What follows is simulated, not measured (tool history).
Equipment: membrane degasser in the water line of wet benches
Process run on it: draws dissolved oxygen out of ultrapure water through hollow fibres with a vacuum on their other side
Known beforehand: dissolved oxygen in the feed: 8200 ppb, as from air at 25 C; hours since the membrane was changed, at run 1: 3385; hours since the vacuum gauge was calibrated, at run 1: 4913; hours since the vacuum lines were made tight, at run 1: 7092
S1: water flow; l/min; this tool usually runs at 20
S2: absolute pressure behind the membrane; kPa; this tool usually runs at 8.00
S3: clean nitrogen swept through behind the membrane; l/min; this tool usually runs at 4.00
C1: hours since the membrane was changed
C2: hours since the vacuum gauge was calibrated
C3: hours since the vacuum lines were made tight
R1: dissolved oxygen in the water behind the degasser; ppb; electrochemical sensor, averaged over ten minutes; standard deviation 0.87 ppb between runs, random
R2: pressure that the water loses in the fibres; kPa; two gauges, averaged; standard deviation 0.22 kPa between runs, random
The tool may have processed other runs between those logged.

| run | hour | S1 | S2 | S3 | C1 | C2 | C3 | R1 | R2 |
|---|---|---|---|---|---|---|---|---|---|
| 1 | 0.0 | 20 | 8.00 | 4.00 | 3385 | 4913 | 7092 | 89.3 | 55.11 |
|  | 43.2 | vacuum gauge calibrated |
| 2 | 57.9 | 12 | 8.00 | 4.00 | 3442 | 15 | 7150 | 44.0 | 33.38 |
| 3 | 122.5 | 19 | 8.00 | 4.00 | 3507 | 79 | 7214 | 82.2 | 52.40 |
| 4 | 181.7 | 19 | 8.00 | 4.00 | 3566 | 139 | 7273 | 83.4 | 52.96 |
| 5 | 258.5 | 19 | 8.00 | 4.00 | 3643 | 215 | 7350 | 83.7 | 53.31 |
| 6 | 357.3 | 19 | 8.00 | 4.00 | 3741 | 314 | 7449 | 84.2 | 52.50 |
|  | 378.7 | vacuum gauge calibrated, once more |
| 7 | 444.6 | 20 | 8.87 | 4.00 | 3828 | 66 | 7536 | 98.8 | 55.57 |
| 8 | 502.8 | 20 | 8.00 | 4.00 | 3886 | 124 | 7594 | 90.7 | 55.86 |
| 9 | 619.5 | 20 | 8.00 | 4.00 | 4003 | 241 | 7711 | 91.6 | 56.02 |
|  | 645.6 | seals of the vacuum lines changed |
| 10 | 707.6 | 28 | 8.00 | 4.00 | 4089 | 327 | 62 | 148.1 | 77.79 |
| 11 | 796.4 | 28 | 8.00 | 4.00 | 4178 | 416 | 151 | 148.1 | 77.82 |
| 12 | 853.5 | 28 | 8.00 | 4.00 | 4235 | 473 | 208 | 148.0 | 78.39 |
| 13 | 925.4 | 18 | 8.00 | 4.00 | 4307 | 545 | 280 | 76.6 | 50.46 |
| 14 | 1001.9 | 29 | 8.00 | 4.00 | 4384 | 621 | 356 | 158.7 | 81.39 |
| 15 | 1103.3 | 12 | 5.43 | 1.81 | 4485 | 723 | 458 | 44.0 | 33.74 |
| 16 | 1187.8 | 12 | 5.43 | 1.81 | 4569 | 807 | 542 | 44.4 | 33.70 |
| 17 | 1237.0 | 12 | 5.43 | 1.81 | 4619 | 856 | 591 | 43.8 | 33.98 |
| 18 | 1352.2 | 27 | 8.00 | 4.00 | 4734 | 971 | 707 | 141.8 | 75.59 |
| 19 | 1449.8 | 27 | 8.00 | 4.00 | 4832 | 1069 | 804 | 146.0 | 75.60 |
| 20 | 1499.2 | 20 | 16.30 | 3.88 | 4881 | 1119 | 854 | 192.5 | 56.23 |
| 21 | 1556.5 | 22 | 6.51 | 5.58 | 4938 | 1176 | 911 | 73.7 | 62.18 |
| 22 | 1648.6 | 28 | 8.19 | 5.81 | 5030 | 1268 | 1003 | 129.6 | 79.25 |
| 23 | 1741.2 | 28 | 8.19 | 5.81 | 5123 | 1361 | 1096 | 130.5 | 79.57 |
| 24 | 1846.9 | 28 | 16.74 | 9.83 | 5229 | 1466 | 1201 | 167.5 | 78.90 |
| 25 | 1944.5 | 28 | 16.74 | 3.28 | 5326 | 1564 | 1299 | 345.2 | 79.26 |
| 26 | 2026.0 | 28 | 8.43 | 3.28 | 5408 | 1645 | 1380 | 179.9 | 79.64 |
| 27 | 2138.2 | 21 | 8.43 | 3.28 | 5520 | 1758 | 1493 | 121.2 | 59.62 |

3 ways to go on from here, each from the tool as it stands after run 27. What would each give?
| A | 2195.0 | 21 | 19.21 | 3.28 | 5577 | 1814 | 1549 | ? | ? |
| B | 2195.0 | 14 | 13.63 | 2.61 | 5577 | 1814 | 1549 | ? | ? |
| C | 2195.0 | 28 | 8.43 | 3.28 | 5577 | 1814 | 1549 | ? | ? |

| run | R1 | R2 |
|---|---|---|
| A | 280.8 | 59.67 |
| B | 146.0 | 39.64 |
| C | 180.3 | 79.33 |
Take away the tool's hidden state, keep each run's random variation, and the runs would have read:
| run | R1 | R2 |
|---|---|---|
| A | 267.5 | 56.03 |
| B | 139.6 | 37.22 |
| C | 158.9 | 74.48 |

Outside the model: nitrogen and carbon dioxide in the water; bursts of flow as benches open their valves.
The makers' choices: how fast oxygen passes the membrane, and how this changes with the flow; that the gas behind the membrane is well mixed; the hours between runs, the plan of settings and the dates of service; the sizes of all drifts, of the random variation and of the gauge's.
